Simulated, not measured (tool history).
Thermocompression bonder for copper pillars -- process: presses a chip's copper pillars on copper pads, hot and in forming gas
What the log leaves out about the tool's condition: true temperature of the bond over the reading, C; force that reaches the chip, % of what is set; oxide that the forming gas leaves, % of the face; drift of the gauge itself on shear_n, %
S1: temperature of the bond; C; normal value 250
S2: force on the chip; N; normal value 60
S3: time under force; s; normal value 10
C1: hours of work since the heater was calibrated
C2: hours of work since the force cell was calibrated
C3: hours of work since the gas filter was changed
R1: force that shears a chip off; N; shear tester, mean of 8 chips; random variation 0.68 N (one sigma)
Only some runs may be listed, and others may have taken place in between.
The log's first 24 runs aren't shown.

run   hour   S1  S2  S3   C1   C2   C3    R1
 25  195.5  260  41  12  429  218  120  44.3
 26  204.0  260  41  12  435  224  126  43.1
 27  211.4  231  82   6  440  228  131  32.9
 28  219.3  269  55  11  445  234  136  57.2
 29  230.5  226  78   7  452  241  143  32.5
 30  240.0  226  78   7  459  247  150  33.3
 31  250.0  232  36   7  465  254  156  20.8
 32  255.6  225  61   8  469  257  160  28.8
 33  266.4  227  60   8  476  265  167  28.9
 34  276.9  227  60   8  483  272  174  29.8
 35  287.1  252  83   7  490  278  181  50.4
 36  293.8  250  60  27  494  283  185  64.6
 37  303.2  228  39  27  500  289  191  37.2
 38  310.7  228  39  27  505  294  196  37.2
 39  315.7  228  39  27  508  297  199  37.0
 40  327.1  246  57   9  516  304  207  40.1

Each row is a separate what-if for the run after 40, all from the same tool condition, not one after another. Results?
  A  332.7  257  58  10  520  308  211   ?
  B  332.7  252  66   9  520  308  211   ?
  C  332.7  238  36   9  520  308  211   ?

run    R1
  A  49.4
  B  47.4
  C  25.9
Without the tool's hidden state the same runs would have given:
run    R1
  A  49.3
  B  47.4
  C  25.8
